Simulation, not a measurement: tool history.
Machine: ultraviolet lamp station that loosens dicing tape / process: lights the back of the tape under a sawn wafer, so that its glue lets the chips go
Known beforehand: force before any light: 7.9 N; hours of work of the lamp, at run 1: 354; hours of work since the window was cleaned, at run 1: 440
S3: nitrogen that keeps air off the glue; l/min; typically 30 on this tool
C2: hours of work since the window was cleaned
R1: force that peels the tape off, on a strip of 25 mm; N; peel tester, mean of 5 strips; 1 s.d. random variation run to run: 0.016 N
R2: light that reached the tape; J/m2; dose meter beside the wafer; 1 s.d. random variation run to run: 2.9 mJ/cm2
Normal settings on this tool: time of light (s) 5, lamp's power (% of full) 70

Run 1, hour 0: usual settings; hours of work of the lamp 354; C2 440. Result: R1 0.755 N, R2 4140 J/m2.
Run 2, hour 16.2: usual settings; hours of work of the lamp 364; C2 450. Result: R1 0.748 N, R2 4140 J/m2.
Run 3, hour 27.9: usual settings; hours of work of the lamp 371; C2 458. Result: R1 0.755 N, R2 4120 J/m2.
Run 4, hour 41.5: usual settings; hours of work of the lamp 380; C2 466. Result: R1 0.745 N, R2 4080 J/m2.
Run 5, hour 58.1: usual settings but S3 42 l/min; hours of work of the lamp 390; C2 476. Result: R1 0.62 N, R2 4090 J/m2.
Run 6, hour 66.6: usual settings but S3 42 l/min; hours of work of the lamp 395; C2 481. Result: R1 0.597 N, R2 4070 J/m2.
Run 7, hour 74.7: usual settings but S3 42 l/min; hours of work of the lamp 400; C2 486. Result: R1 0.611 N, R2 4160 J/m2.
Run 8, hour 84.6: usual settings but time of light (s) 2, lamp's power (% of full) 86, S3 42 l/min; hours of work of the lamp 406; C2 492. Result: R1 2.175 N, R2 2020 J/m2.
Run 9, hour 93.2: usual settings but time of light (s) 2, lamp's power (% of full) 86, S3 42 l/min; hours of work of the lamp 411; C2 498. Result: R1 2.215 N, R2 2050 J/m2.
Run 10, hour 101.1: usual settings but time of light (s) 2, lamp's power (% of full) 86, S3 50 l/min; hours of work of the lamp 416; C2 503. Result: R1 2.077 N, R2 2010 J/m2.
Run 11, hour 114.1: usual settings but S3 39 l/min; hours of work of the lamp 424; C2 511. Result: R1 0.65 N, R2 4140 J/m2.
Run 12, hour 123.4: usual settings but time of light (s) 8, S3 17 l/min; hours of work of the lamp 430; C2 516. Result: R1 0.366 N, R2 6660 J/m2.
Run 13, hour 136.4: usual settings but time of light (s) 8, S3 17 l/min; hours of work of the lamp 438; C2 524. Result: R1 0.372 N, R2 6560 J/m2.

Consider 5 possible next runs. They are alternatives, not a sequence: every one starts from the tool as it was left by run 13. What does each give?
Run A, hour 148.3: usual settings but time of light (s) 8, S3 23 l/min; hours of work of the lamp 445; C2 532. Result: R1 ?, R2 ?.
Run B, hour 148.3: usual settings but lamp's power (% of full) 60; hours of work of the lamp 445; C2 532. Result: R1 ?, R2 ?.
Run C, hour 148.3: usual settings but time of light (s) 2, lamp's power (% of full) 83, S3 10 l/min; hours of work of the lamp 445; C2 532. Result: R1 ?, R2 ?.
Run D, hour 148.3: usual settings but S3 15 l/min; hours of work of the lamp 445; C2 532. Result: R1 ?, R2 ?.
Run E, hour 148.3: usual settings but time of light (s) 4, lamp's power (% of full) 72, S3 12 l/min; hours of work of the lamp 445; C2 532. Result: R1 ?, R2 ?.

run     R1    R2
  A  0.294  6600
  B   1.02  3520
  C  3.447  1940
  D   1.12  4090
  E  1.755  3450
What these runs would have given with no unlogged condition in the tool:
run     R1    R2
  A  0.291  6620
  B  1.011  3530
  C  3.435  1950
  D  1.111  4110
  E  1.744  3460
